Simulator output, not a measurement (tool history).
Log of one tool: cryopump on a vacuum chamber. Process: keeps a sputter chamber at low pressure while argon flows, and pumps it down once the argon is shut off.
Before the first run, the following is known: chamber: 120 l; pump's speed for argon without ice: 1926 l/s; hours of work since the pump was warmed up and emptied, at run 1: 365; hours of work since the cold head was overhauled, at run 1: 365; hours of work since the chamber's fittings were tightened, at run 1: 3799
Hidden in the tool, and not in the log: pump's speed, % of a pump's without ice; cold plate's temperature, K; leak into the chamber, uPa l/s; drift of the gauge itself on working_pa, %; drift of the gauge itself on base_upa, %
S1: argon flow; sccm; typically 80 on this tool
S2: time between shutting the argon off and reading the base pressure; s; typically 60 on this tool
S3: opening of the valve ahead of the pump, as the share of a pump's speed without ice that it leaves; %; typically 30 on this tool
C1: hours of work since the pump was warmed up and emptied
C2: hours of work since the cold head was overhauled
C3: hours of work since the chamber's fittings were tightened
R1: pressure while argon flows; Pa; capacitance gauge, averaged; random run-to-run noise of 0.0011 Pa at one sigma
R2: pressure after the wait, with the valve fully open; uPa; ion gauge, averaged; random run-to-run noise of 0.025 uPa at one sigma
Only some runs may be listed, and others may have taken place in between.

| run | hour | S1 | S2 | S3 | C1 | C2 | C3 | R1 | R2 |
|---|---|---|---|---|---|---|---|---|---|
| 1 | 0.0 | 80 | 60 | 30 | 365 | 365 | 3799 | 0.2377 | 2.98 |
| 2 | 51.8 | 80 | 60 | 30 | 402 | 402 | 3836 | 0.2402 | 3.01 |
| 3 | 79.1 | 61 | 60 | 30 | 421 | 421 | 3855 | 0.1833 | 2.97 |
|  | 111.8 | leaking fittings of the chamber tightened, without venting |
| 4 | 122.0 | 80 | 60 | 53 | 450 | 450 | 7 | 0.1393 | 1.01 |
| 5 | 152.0 | 80 | 60 | 53 | 471 | 471 | 28 | 0.1400 | 1.10 |
| 6 | 181.1 | 80 | 60 | 53 | 491 | 491 | 49 | 0.1401 | 1.08 |
| 7 | 230.3 | 80 | 60 | 51 | 526 | 526 | 83 | 0.1457 | 1.11 |
| 8 | 268.8 | 80 | 60 | 38 | 553 | 553 | 110 | 0.1956 | 1.08 |
| 9 | 314.2 | 80 | 60 | 38 | 585 | 585 | 142 | 0.1943 | 1.08 |
| 10 | 365.4 | 80 | 195 | 38 | 621 | 621 | 178 | 0.1940 | 0.55 |
| 11 | 411.2 | 80 | 195 | 38 | 653 | 653 | 210 | 0.1953 | 0.52 |
| 12 | 456.1 | 49 | 60 | 30 | 684 | 684 | 242 | 0.1523 | 1.13 |
|  | 493.1 | pump warmed up, emptied and cooled again |
| 13 | 505.7 | 111 | 60 | 30 | 9 | 716 | 273 | 0.3268 | 1.10 |
| 14 | 557.1 | 80 | 60 | 30 | 45 | 752 | 309 | 0.2352 | 1.14 |
| 15 | 610.7 | 80 | 32 | 30 | 83 | 789 | 347 | 0.2357 | 1.91 |
| 16 | 660.0 | 80 | 32 | 30 | 117 | 824 | 382 | 0.2371 | 1.95 |
| 17 | 684.2 | 90 | 60 | 30 | 134 | 841 | 399 | 0.2646 | 1.22 |
| 18 | 738.0 | 80 | 95 | 18 | 172 | 879 | 436 | 0.3925 | 0.95 |
| 19 | 767.2 | 122 | 60 | 48 | 193 | 899 | 457 | 0.2296 | 1.22 |
| 20 | 812.5 | 146 | 60 | 30 | 224 | 931 | 489 | 0.4340 | 1.23 |
| 21 | 862.7 | 146 | 60 | 30 | 260 | 966 | 524 | 0.4361 | 1.28 |
| 22 | 887.3 | 146 | 60 | 30 | 277 | 984 | 541 | 0.4367 | 1.26 |
| 23 | 913.8 | 146 | 60 | 30 | 296 | 1002 | 560 | 0.4375 | 1.33 |
| 24 | 956.9 | 146 | 60 | 30 | 326 | 1033 | 590 | 0.4353 | 1.29 |
| 25 | 1004.7 | 69 | 21 | 57 | 360 | 1066 | 624 | 0.1116 | 2.94 |
| 26 | 1055.3 | 80 | 238 | 59 | 395 | 1102 | 659 | 0.1261 | 0.71 |
| 27 | 1104.1 | 80 | 238 | 59 | 429 | 1136 | 694 | 0.1268 | 0.75 |
| 28 | 1160.8 | 80 | 192 | 19 | 469 | 1176 | 734 | 0.3764 | 0.87 |
| 29 | 1209.4 | 91 | 192 | 42 | 503 | 1210 | 768 | 0.2025 | 0.86 |
| 30 | 1237.4 | 91 | 192 | 39 | 523 | 1230 | 787 | 0.2156 | 0.84 |
| 31 | 1285.9 | 91 | 192 | 39 | 557 | 1264 | 821 | 0.2168 | 0.88 |
| 32 | 1327.5 | 67 | 287 | 21 | 586 | 1293 | 851 | 0.2897 | 0.83 |
| 33 | 1364.9 | 67 | 287 | 21 | 613 | 1319 | 877 | 0.2898 | 0.84 |
| 34 | 1389.0 | 67 | 287 | 21 | 630 | 1336 | 894 | 0.2916 | 0.83 |

Take each entry between the runs: how does the hidden state at the last listed run before it differ from the hidden state at the first listed run after it?
Logged between run 3 and run 4: leaking fittings of the chamber tightened, without venting (hour 111.8)
  pump's speed, % of a pump's without ice: 91.7 -> 91.1; cold plate's temperature, K: 12.26 -> 12.28; leak into the chamber, uPa l/s: 3817 -> 310
  measured result minus the result with no hidden state, R1: +0.0051 -> +0.0072 Pa; R2: +2.00 -> +0.02 uPa
Logged between run 12 and run 13: pump warmed up, emptied and cooled again (hour 493.1)
  pump's speed, % of a pump's without ice: 86.5 -> 99.7; cold plate's temperature, K: 12.38 -> 12.39; leak into the chamber, uPa l/s: 525 -> 554
  measured result minus the result with no hidden state, R1: +0.0072 -> +0.0011 Pa; R2: +0.16 -> +0.13 uPa

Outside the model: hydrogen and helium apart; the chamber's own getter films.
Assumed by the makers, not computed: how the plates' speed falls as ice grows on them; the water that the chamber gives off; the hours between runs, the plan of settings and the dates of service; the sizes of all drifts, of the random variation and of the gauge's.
